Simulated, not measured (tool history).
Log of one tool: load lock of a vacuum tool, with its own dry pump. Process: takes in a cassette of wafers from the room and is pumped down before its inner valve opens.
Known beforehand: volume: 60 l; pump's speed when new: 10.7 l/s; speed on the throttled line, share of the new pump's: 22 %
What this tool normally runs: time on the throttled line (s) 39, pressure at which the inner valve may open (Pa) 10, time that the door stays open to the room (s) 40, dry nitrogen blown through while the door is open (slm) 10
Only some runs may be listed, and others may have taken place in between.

run     day  time on the throttled line (s)  pressure at which the inner valve may open (Pa)  time that the door stays open to the room (s)  dry nitrogen blown through while the door is open (slm)  incoming humidity of the room's air, %  time from the closed door until the inner valve may open (s)  rise of the pressure with all valves shut (Pa/min)
  1   0.000                              39                                               10                                             40                                                       10                                    41.7                                                          83.4                                               0.029
  2   4.479                              39                                               10                                             40                                                       10                                    42.8                                                          83.7                                               0.031
  3  10.058                              39                                               10                                             40                                                       10                                    45.9                                                          84.4                                               0.039
  4  14.150                              39                                               18                                             40                                                       10                                    48.1                                                          81.6                                               0.037
  5  18.033                              39                                               18                                             40                                                       10                                    46.3                                                          80.5                                               0.037
  6  21.004                              39                                               18                                             40                                                       10                                    45.4                                                          79.5                                               0.036
  7  25.792                              39                                               18                                             40                                                       10                                    46.1                                                          80.8                                               0.041
  8  31.808                              39                                               18                                             40                                                       10                                    47.8                                                          80.2                                               0.042
  9  35.004                              39                                               15                                             57                                                       10                                    48.5                                                          81.4                                               0.048
 10  38.992                              39                                               15                                             57                                                       10                                    43.8                                                          82.2                                               0.043
 11  43.979                              39                                               15                                             57                                                       10                                    48.2                                                          82.9                                               0.037
 12  48.438                              39                                               15                                             57                                                       10                                    44.9                                                          82.3                                               0.043
 13  52.846                              39                                                8                                             40                                                       10                                    42.2                                                          85.0                                               0.048
 14  57.417                              39                                                9                                             40                                                       10                                    44.3                                                          85.4                                               0.038
 15  61.362                              56                                               10                                            144                                                       10                                    44.5                                                          97.9                                               0.061
 16  67.558                              26                                                8                                             40                                                       10                                    45.9                                                          76.0                                               0.048

Branching from run 16: 4 alternative next runs. What would each branch give?
  A  70.854                              26                                                8                                             40                                                       30                                    46.0                                                             ?                                                   ?
  B  70.854                              32                                               18                                             40                                                        8                                    47.6                                                             ?                                                   ?
  C  70.854                              26                                                8                                             61                                                       15                                    41.8                                                             ?                                                   ?
  D  70.854                              39                                               10                                            211                                                       10                                    44.7                                                             ?                                                   ?

run  time from the closed door until the inner valve may open (s)  rise of the pressure with all valves shut (Pa/min)
  A                                                          74.6                                               0.037
  B                                                          75.3                                               0.049
  C                                                          75.9                                               0.045
  D                                                          85.8                                               0.072
Had the tool no hidden state, the same runs would have come out as:
run  time from the closed door until the inner valve may open (s)  rise of the pressure with all valves shut (Pa/min)
  A                                                          72.4                                               0.019
  B                                                          73.4                                               0.031
  C                                                          73.8                                               0.026
  D                                                          83.8                                               0.053
